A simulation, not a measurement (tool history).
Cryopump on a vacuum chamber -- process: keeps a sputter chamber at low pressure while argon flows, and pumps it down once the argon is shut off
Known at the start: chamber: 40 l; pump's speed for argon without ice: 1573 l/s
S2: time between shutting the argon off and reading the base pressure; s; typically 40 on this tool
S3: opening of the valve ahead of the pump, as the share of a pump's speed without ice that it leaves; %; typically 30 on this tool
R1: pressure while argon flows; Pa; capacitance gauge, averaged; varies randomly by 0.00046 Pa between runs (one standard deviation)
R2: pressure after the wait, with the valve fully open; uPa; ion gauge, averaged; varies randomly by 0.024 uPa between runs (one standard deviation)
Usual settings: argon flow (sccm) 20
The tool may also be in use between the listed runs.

run 1 hour=0.0 | argon_flow_(sccm)=20 S2=40 S3=30 | R1=0.0749 R2=1.22
run 2 hour=13.9 | argon_flow_(sccm)=30 S2=40 S3=30 | R1=0.1120 R2=1.24
run 3 hour=28.1 | argon_flow_(sccm)=30 S2=83 S3=30 | R1=0.1127 R2=0.89
run 4 hour=37.1 | argon_flow_(sccm)=22 S2=83 S3=30 | R1=0.0821 R2=0.88
run 5 hour=45.0 | argon_flow_(sccm)=20 S2=40 S3=18 | R1=0.1227 R2=1.25
run 6 hour=54.6 | argon_flow_(sccm)=20 S2=40 S3=30 | R1=0.0742 R2=1.30
run 7 hour=65.0 | argon_flow_(sccm)=20 S2=40 S3=30 | R1=0.0757 R2=1.28
run 8 hour=74.3 | argon_flow_(sccm)=37 S2=71 S3=52 | R1=0.0828 R2=0.98
run 9 hour=82.4 | argon_flow_(sccm)=37 S2=71 S3=52 | R1=0.0838 R2=1.03
run 10 hour=93.0 | argon_flow_(sccm)=37 S2=71 S3=52 | R1=0.0842 R2=0.99
run 11 hour=105.7 | argon_flow_(sccm)=20 S2=42 S3=17 | R1=0.1300 R2=1.27
run 12 hour=117.3 | argon_flow_(sccm)=19 S2=161 S3=19 | R1=0.1111 R2=0.72
run 13 hour=130.1 | argon_flow_(sccm)=19 S2=161 S3=19 | R1=0.1114 R2=0.76
run 14 hour=142.9 | argon_flow_(sccm)=29 S2=117 S3=58 | R1=0.0596 R2=0.84

Below are 4 alternative next runs, each starting from the tool's condition after run 14. Predict each:
run A hour=159.1 | argon_flow_(sccm)=20 S2=40 S3=43 | R1=? R2=?
run B hour=159.1 | argon_flow_(sccm)=12 S2=117 S3=23 | R1=? R2=?
run C hour=159.1 | argon_flow_(sccm)=10 S2=57 S3=17 | R1=? R2=?
run D hour=159.1 | argon_flow_(sccm)=17 S2=50 S3=40 | R1=? R2=?

run=A R1=0.0545 R2=1.35
run=B R1=0.0594 R2=0.85
run=C R1=0.0654 R2=1.12
run=D R1=0.0494 R2=1.16
With no hidden state in the tool, these same runs would have given:
run=A R1=0.0503 R2=0.97
run=B R1=0.0569 R2=0.46
run=C R1=0.0633 R2=0.73
run=D R1=0.0458 R2=0.77
